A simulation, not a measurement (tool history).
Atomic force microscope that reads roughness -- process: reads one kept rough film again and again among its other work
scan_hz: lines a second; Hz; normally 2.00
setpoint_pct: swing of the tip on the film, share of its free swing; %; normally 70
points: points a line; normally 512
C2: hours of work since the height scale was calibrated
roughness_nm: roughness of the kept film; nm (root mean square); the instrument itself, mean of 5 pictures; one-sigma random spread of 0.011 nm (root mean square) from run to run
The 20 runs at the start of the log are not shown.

Run 21, hour 247.7: usual settings but scan_hz 3.21 Hz, setpoint_pct 84 %, points 672; pictures with this tip 66; C2 35. Result: roughness_nm 2.026 nm (root mean square).
Run 22, hour 260.4: usual settings but scan_hz 3.21 Hz, setpoint_pct 84 %, points 672; pictures with this tip 83; C2 44. Result: roughness_nm 2.023 nm (root mean square).
Run 23, hour 279.0: usual settings but scan_hz 3.21 Hz, setpoint_pct 84 %, points 672; pictures with this tip 108; C2 58. Result: roughness_nm 2.006 nm (root mean square).
At hour 286.2: height scale calibrated on a step standard, once more.
Run 24, hour 289.4: usual settings but scan_hz 1.52 Hz, setpoint_pct 85 %, points 567; pictures with this tip 121; C2 2. Result: roughness_nm 2.321 nm (root mean square).
Run 25, hour 303.5: usual settings but scan_hz 0.70 Hz, setpoint_pct 80 %, points 580; pictures with this tip 140; C2 13. Result: roughness_nm 2.560 nm (root mean square).
At hour 311.1: new tip fitted.
Run 26, hour 317.6: usual settings but setpoint_pct 63 %, points 418; pictures with this tip 9; C2 23. Result: roughness_nm 2.640 nm (root mean square).
Run 27, hour 333.6: usual settings but scan_hz 1.80 Hz, setpoint_pct 66 %, points 490; pictures with this tip 30; C2 35. Result: roughness_nm 2.622 nm (root mean square).
Run 28, hour 341.5: usual settings but scan_hz 1.21 Hz, setpoint_pct 81 %, points 661; pictures with this tip 41; C2 41. Result: roughness_nm 2.517 nm (root mean square).
Run 29, hour 359.3: usual settings but scan_hz 2.77 Hz, points 339; pictures with this tip 64; C2 54. Result: roughness_nm 2.413 nm (root mean square).
Run 30, hour 373.9: usual settings but scan_hz 0.76 Hz, setpoint_pct 83 %; pictures with this tip 84; C2 65. Result: roughness_nm 2.578 nm (root mean square).
Run 31, hour 383.6: usual settings but scan_hz 0.76 Hz, setpoint_pct 83 %, points 302; pictures with this tip 97; C2 72. Result: roughness_nm 2.543 nm (root mean square).

Here are 5 independent what-if runs from the current tool condition. What would each one return?
Run A, hour 396.7: usual settings but scan_hz 1.13 Hz, setpoint_pct 65 %, points 488; pictures with this tip 114; C2 82. Result: roughness_nm ?.
Run B, hour 396.7: usual settings but scan_hz 0.85 Hz, points 370; pictures with this tip 114; C2 82. Result: roughness_nm ?.
Run C, hour 396.7: usual settings but scan_hz 1.37 Hz, setpoint_pct 60 %, points 675; pictures with this tip 114; C2 82. Result: roughness_nm ?.
Run D, hour 396.7: usual settings but scan_hz 1.36 Hz, setpoint_pct 61 %, points 396; pictures with this tip 114; C2 82. Result: roughness_nm ?.
Run E, hour 396.7: usual settings but scan_hz 0.76 Hz, setpoint_pct 83 %, points 547; pictures with this tip 114; C2 82. Result: roughness_nm ?.

run  roughness_nm
  A         2.618
  B         2.619
  C         2.635
  D         2.629
  E         2.537
Had the tool no hidden state, the same runs would have come out as:
run  roughness_nm
  A         2.702
  B         2.702
  C         2.720
  D         2.713
  E         2.618

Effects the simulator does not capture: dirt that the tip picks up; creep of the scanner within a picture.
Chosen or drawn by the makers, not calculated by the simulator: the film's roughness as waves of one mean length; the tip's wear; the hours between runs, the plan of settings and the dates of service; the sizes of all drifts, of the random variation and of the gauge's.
